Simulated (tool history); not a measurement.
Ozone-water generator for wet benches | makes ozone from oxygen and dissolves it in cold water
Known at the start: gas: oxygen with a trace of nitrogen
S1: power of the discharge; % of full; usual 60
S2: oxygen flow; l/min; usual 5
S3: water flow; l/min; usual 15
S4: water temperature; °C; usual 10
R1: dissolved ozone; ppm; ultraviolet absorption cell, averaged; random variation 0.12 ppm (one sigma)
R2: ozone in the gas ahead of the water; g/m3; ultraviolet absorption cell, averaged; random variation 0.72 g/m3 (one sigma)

run,hour,S1,S2,S3,S4,R1,R2
1,0,60,5,15,10,15.1,134.6
2,80,60,5,15,10,14.9,134.5
3,167,60,5,15,10,15,136.1
4,259.2,60,5,15,10,15,134.1
5,344.9,60,5,15,10,15,135.7
6,476.7,60,5,15,10,15.1,133.2
7,635,60,5,15,10,14.9,133.6
8,725.8,60,5,15,10,14.9,133.8
9,888.9,60,5,15,10,14.8,133.6
10,1042.6,60,5,15,10,15,134.4
11,1118.8,57,5,15,10,14.1,129.8
12,1212.5,57,5,15,10,14.1,129.5
# hour 1354.3: water thermometer calibrated
# hour 1374.9: contactor cleaned
13,1389.1,57,5,15,10,15.3,128.8
14,1468.9,57,5,15,10,15.2,128.2
15,1598.8,57,5,15,10,15,128.6
16,1723,43,5,15,10,12.2,103.6
17,1850.1,43,5,15,10,12.2,103.4
18,1983.7,43,5,15,10,12.1,104.1
19,2084.1,64,6.91,19,8,14.8,124.4
20,2176.3,60,5.31,16,10,15.1,129.7
21,2346.8,60,5.31,16,10,14.9,130
22,2487.7,56,5,9,10,21.1,125.1
23,2610.7,56,3.75,12,10,16.6,141.4
24,2749.1,77,3.54,22,15,11.6,183.3
25,2901.3,77,3.54,22,15,11.7,182.6
26,2976.4,77,3.54,22,15,11.6,182.5
27,3116.4,77,3.54,22,15,11.8,183.5
28,3197.4,60,5,15,10,15.2,131.9

Run 29 comes next. What will it give?
29,3356.8,60,5,15,10,?,?

Run 29 gave R1 15.5 ppm, R2 131.2 g/m3.
Without the tool's hidden state the same run would have given R1 16.3 ppm, R2 135.9 g/m3.
